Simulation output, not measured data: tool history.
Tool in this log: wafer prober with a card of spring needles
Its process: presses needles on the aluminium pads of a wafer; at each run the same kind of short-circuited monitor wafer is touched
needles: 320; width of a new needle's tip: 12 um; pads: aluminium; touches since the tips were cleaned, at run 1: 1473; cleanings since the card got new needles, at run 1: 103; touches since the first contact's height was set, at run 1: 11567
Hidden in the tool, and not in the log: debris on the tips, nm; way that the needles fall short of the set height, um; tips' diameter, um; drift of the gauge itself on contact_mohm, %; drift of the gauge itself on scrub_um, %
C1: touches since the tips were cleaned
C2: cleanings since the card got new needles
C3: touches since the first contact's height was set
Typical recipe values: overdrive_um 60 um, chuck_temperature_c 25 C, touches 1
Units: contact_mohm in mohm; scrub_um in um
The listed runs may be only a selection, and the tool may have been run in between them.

Run 1, day 0.000: usual settings; C1 1473; C2 103; C3 11567. Result: contact_mohm 180 mohm, scrub_um 8.06 um.
At day 0.129: tips cleaned on abrasive film.
At day 0.383: tips cleaned on abrasive film.
At day 0.700: tips cleaned on abrasive film.
At day 0.954: tips cleaned on abrasive film.
At day 1.271: tips cleaned on abrasive film.
At day 1.588: tips cleaned on abrasive film.
At day 1.904: tips cleaned on abrasive film.
At day 2.221: tips cleaned on abrasive film.
At day 2.488: tips cleaned on abrasive film.
Run 2, day 2.488: usual settings; C1 0; C2 112; C3 37943. Result: contact_mohm 115 mohm, scrub_um 7.98 um.
At day 2.742: tips cleaned on abrasive film.
At day 3.058: tips cleaned on abrasive film.
At day 3.375: tips cleaned on abrasive film.
At day 3.692: tips cleaned on abrasive film.
At day 4.008: tips cleaned on abrasive film.
At day 4.325: tips cleaned on abrasive film.
At day 4.642: tips cleaned on abrasive film.
At day 4.958: tips cleaned on abrasive film.
At day 5.212: tips cleaned on abrasive film.
At day 5.467: tips cleaned on abrasive film.
At day 5.783: tips cleaned on abrasive film.
At day 6.038: tips cleaned on abrasive film.
Run 3, day 6.217: usual settings; C1 1955; C2 124; C3 77580. Result: contact_mohm 210 mohm, scrub_um 7.84 um.
At day 6.346: tips cleaned on abrasive film.
At day 6.421: height of the first contact set anew.
At day 6.612: tips cleaned on abrasive film.
At day 6.929: tips cleaned on abrasive film.
At day 7.183: tips cleaned on abrasive film.
At day 7.500: tips cleaned on abrasive film.
At day 7.817: tips cleaned on abrasive film.
At day 8.133: tips cleaned on abrasive film.
At day 8.450: tips cleaned on abrasive film.
At day 8.767: tips cleaned on abrasive film.
At day 9.021: tips cleaned on abrasive film.
At day 9.338: tips cleaned on abrasive film.
Run 4, day 9.567: usual settings but touches 2; C1 2473; C2 135; C3 33425. Result: contact_mohm 191 mohm, scrub_um 7.99 um.
At day 9.633: tips cleaned on abrasive film.
At day 9.950: tips cleaned on abrasive film.
At day 10.204: tips cleaned on abrasive film.
At day 10.521: tips cleaned on abrasive film.
At day 10.838: tips cleaned on abrasive film.
At day 11.092: tips cleaned on abrasive film.
At day 11.408: tips cleaned on abrasive film.
At day 11.725: tips cleaned on abrasive film.
At day 12.042: tips cleaned on abrasive film.
At day 12.296: tips cleaned on abrasive film.
At day 12.612: tips cleaned on abrasive film.
At day 12.929: tips cleaned on abrasive film.
Run 5, day 12.958: usual settings; C1 329; C2 147; C3 69416. Result: contact_mohm 146 mohm, scrub_um 7.92 um.
At day 13.212: tips cleaned on abrasive film.
At day 13.529: tips cleaned on abrasive film.
At day 13.846: tips cleaned on abrasive film.
At day 13.921: height of the first contact set anew.
At day 14.175: tips cleaned on abrasive film.
At day 14.492: tips cleaned on abrasive film.
At day 14.808: tips cleaned on abrasive film.
At day 15.125: tips cleaned on abrasive film.
At day 15.442: tips cleaned on abrasive film.
At day 15.758: tips cleaned on abrasive film.
At day 16.075: tips cleaned on abrasive film.
At day 16.392: tips cleaned on abrasive film.
At day 16.646: tips cleaned on abrasive film.
Run 6, day 16.758: usual settings; C1 1213; C2 159; C3 30146. Result: contact_mohm 189 mohm, scrub_um 8.00 um.
At day 16.950: tips cleaned on abrasive film.
At day 17.267: tips cleaned on abrasive film.
At day 17.767: card fitted with new needles.
At day 18.083: tips cleaned on abrasive film.
At day 18.400: tips cleaned on abrasive film.
At day 18.654: tips cleaned on abrasive film.
At day 18.971: tips cleaned on abrasive film.
At day 19.225: tips cleaned on abrasive film.
At day 19.479: tips cleaned on abrasive film.
At day 19.796: tips cleaned on abrasive film.
At day 20.050: tips cleaned on abrasive film.
Run 7, day 20.092: usual settings; C1 456; C2 8; C3 24680. Result: contact_mohm 139 mohm, scrub_um 8.00 um.
At day 20.346: tips cleaned on abrasive film.
At day 20.662: tips cleaned on abrasive film.
At day 20.917: tips cleaned on abrasive film, once more.
At day 21.233: tips cleaned on abrasive film.
At day 21.488: tips cleaned on abrasive film.
At day 21.804: tips cleaned on abrasive film.
At day 22.121: tips cleaned on abrasive film.
At day 22.438: tips cleaned on abrasive film.
At day 22.754: tips cleaned on abrasive film.
At day 23.071: tips cleaned on abrasive film.
At day 23.325: tips cleaned on abrasive film.
At day 23.642: tips cleaned on abrasive film.
At day 23.958: tips cleaned on abrasive film.
At day 24.275: tips cleaned on abrasive film.
Run 8, day 24.317: usual settings but chuck_temperature_c 75 C; C1 430; C2 22; C3 69519. Result: contact_mohm 143 mohm, scrub_um 7.95 um.
At day 24.571: tips cleaned on abrasive film.
At day 24.825: tips cleaned on abrasive film.
At day 25.142: tips cleaned on abrasive film.
At day 25.279: height of the first contact set anew.
At day 25.408: tips cleaned on abrasive film.
At day 25.725: tips cleaned on abrasive film.
At day 25.979: tips cleaned on abrasive film.
At day 26.296: tips cleaned on abrasive film.
At day 26.550: tips cleaned on abrasive film.
At day 26.867: tips cleaned on abrasive film.
At day 27.121: tips cleaned on abrasive film.
At day 27.438: tips cleaned on abrasive film.
Run 9, day 27.633: usual settings but chuck_temperature_c 68 C; C1 2147; C2 33; C3 25025. Result: contact_mohm 201 mohm, scrub_um 8.02 um.
At day 27.700: tips cleaned on abrasive film.
At day 27.954: tips cleaned on abrasive film.
At day 28.271: tips cleaned on abrasive film.
At day 28.588: tips cleaned on abrasive film.
At day 28.842: tips cleaned on abrasive film.
At day 29.096: tips cleaned on abrasive film.
At day 29.412: tips cleaned on abrasive film.
At day 29.667: tips cleaned on abrasive film.
At day 29.983: tips cleaned on abrasive film.
At day 30.300: tips cleaned on abrasive film.
At day 30.617: tips cleaned on abrasive film.
At day 30.871: tips cleaned on abrasive film.
At day 31.188: tips cleaned on abrasive film.
At day 31.442: tips cleaned on abrasive film.
Run 10, day 31.588: usual settings but chuck_temperature_c 68 C; C1 1540; C2 47; C3 66939. Result: contact_mohm 188 mohm, scrub_um 7.95 um.
At day 31.712: tips cleaned on abrasive film.
At day 32.029: tips cleaned on abrasive film.
At day 32.346: tips cleaned on abrasive film.
At day 32.600: tips cleaned on abrasive film.
At day 32.800: height of the first contact set anew.
At day 32.867: tips cleaned on abrasive film.
At day 33.183: tips cleaned on abrasive film.
At day 33.500: tips cleaned on abrasive film.
At day 33.817: tips cleaned on abrasive film.
At day 34.071: tips cleaned on abrasive film.
At day 34.333: tips cleaned on abrasive film.
Run 11, day 34.333: usual settings but overdrive_um 61 um, chuck_temperature_c 69 C; C1 0; C2 57; C3 16201. Result: contact_mohm 126 mohm, scrub_um 8.17 um.
At day 34.646: tips cleaned on abrasive film.
At day 34.962: tips cleaned on abrasive film.
At day 35.217: tips cleaned on abrasive film.
At day 35.533: tips cleaned on abrasive film.
At day 35.788: tips cleaned on abrasive film.
At day 36.104: tips cleaned on abrasive film.
At day 36.421: tips cleaned on abrasive film.
At day 36.675: tips cleaned on abrasive film.
At day 36.992: tips cleaned on abrasive film.
Run 12, day 37.004: usual settings but overdrive_um 61 um, chuck_temperature_c 69 C; C1 113; C2 66; C3 44565. Result: contact_mohm 133 mohm, scrub_um 8.04 um.
At day 37.258: tips cleaned on abrasive film.
At day 37.512: tips cleaned on abrasive film.
At day 37.767: tips cleaned on abrasive film.
At day 38.083: tips cleaned on abrasive film.
At day 38.338: tips cleaned on abrasive film.
At day 38.654: tips cleaned on abrasive film.
At day 38.971: tips cleaned on abrasive film.
Run 13, day 39.154: usual settings but overdrive_um 72 um, chuck_temperature_c 69 C; C1 1977; C2 73; C3 67399. Result: contact_mohm 180 mohm, scrub_um 9.53 um.
At day 39.283: tips cleaned on abrasive film.
At day 39.600: tips cleaned on abrasive film.
At day 39.917: tips cleaned on abrasive film.
At day 40.233: tips cleaned on abrasive film.
At day 40.308: height of the first contact set anew.
At day 40.500: tips cleaned on abrasive film.
At day 40.817: tips cleaned on abrasive film.
At day 41.133: tips cleaned on abrasive film.
At day 41.446: tips cleaned on abrasive film.
At day 41.762: tips cleaned on abrasive film.
At day 42.017: tips cleaned on abrasive film.
Run 14, day 42.067: usual settings but chuck_temperature_c 33 C; C1 501; C2 83; C3 18669. Result: contact_mohm 150 mohm, scrub_um 8.01 um.
At day 42.321: tips cleaned on abrasive film.
At day 42.575: tips cleaned on abrasive film.
At day 42.829: tips cleaned on abrasive film.
At day 43.146: tips cleaned on abrasive film.
At day 43.462: tips cleaned on abrasive film.
At day 43.779: tips cleaned on abrasive film.
At day 44.096: tips cleaned on abrasive film.
At day 44.412: tips cleaned on abrasive film.
At day 44.667: tips cleaned on abrasive film.
At day 44.979: tips cleaned on abrasive film.
At day 45.296: tips cleaned on abrasive film.
At day 45.612: tips cleaned on abrasive film.
Run 15, day 45.650: usual settings but overdrive_um 54 um, chuck_temperature_c 49 C; C1 381; C2 95; C3 56732. Result: contact_mohm 153 mohm, scrub_um 7.14 um.

3 options for the next run, each taken on its own from the tool as it stands now. Forecast them:
At day 45.904: tips cleaned on abrasive film.
At day 46.221: tips cleaned on abrasive film.
At day 46.538: tips cleaned on abrasive film.
At day 46.854: tips cleaned on abrasive film.
At day 47.108: tips cleaned on abrasive film.
At day 47.362: tips cleaned on abrasive film.
At day 47.679: tips cleaned on abrasive film.
At day 47.817: height of the first contact set anew.
At day 47.946: tips cleaned on abrasive film.
At day 48.262: tips cleaned on abrasive film.
Run A, day 48.312: usual settings but overdrive_um 54 um, chuck_temperature_c 49 C, touches 2; C1 558; C2 104; C3 5269. Result: contact_mohm ?, scrub_um ?.
At day 45.904: tips cleaned on abrasive film.
At day 46.221: tips cleaned on abrasive film.
At day 46.538: tips cleaned on abrasive film.
At day 46.854: tips cleaned on abrasive film.
At day 47.108: tips cleaned on abrasive film.
At day 47.362: tips cleaned on abrasive film.
At day 47.679: tips cleaned on abrasive film.
At day 47.817: height of the first contact set anew.
At day 47.946: tips cleaned on abrasive film.
At day 48.262: tips cleaned on abrasive film.
Run B, day 48.312: usual settings but overdrive_um 61 um; C1 558; C2 104; C3 5269. Result: contact_mohm ?, scrub_um ?.
At day 45.904: tips cleaned on abrasive film.
At day 46.221: tips cleaned on abrasive film.
At day 46.538: tips cleaned on abrasive film.
At day 46.854: tips cleaned on abrasive film.
At day 47.108: tips cleaned on abrasive film.
At day 47.362: tips cleaned on abrasive film.
At day 47.679: tips cleaned on abrasive film.
At day 47.817: height of the first contact set anew.
At day 47.946: tips cleaned on abrasive film.
At day 48.262: tips cleaned on abrasive film.
Run C, day 48.312: usual settings but overdrive_um 43 um, touches 2; C1 558; C2 104; C3 5269. Result: contact_mohm ?, scrub_um ?.

run  contact_mohm  scrub_um
  A           138      7.25
  B           143      8.21
  C           150      5.78
Without the tool's unlogged condition, the same runs would have read:
run  contact_mohm  scrub_um
  A           114      7.26
  B           110      8.22
  C           113      5.79

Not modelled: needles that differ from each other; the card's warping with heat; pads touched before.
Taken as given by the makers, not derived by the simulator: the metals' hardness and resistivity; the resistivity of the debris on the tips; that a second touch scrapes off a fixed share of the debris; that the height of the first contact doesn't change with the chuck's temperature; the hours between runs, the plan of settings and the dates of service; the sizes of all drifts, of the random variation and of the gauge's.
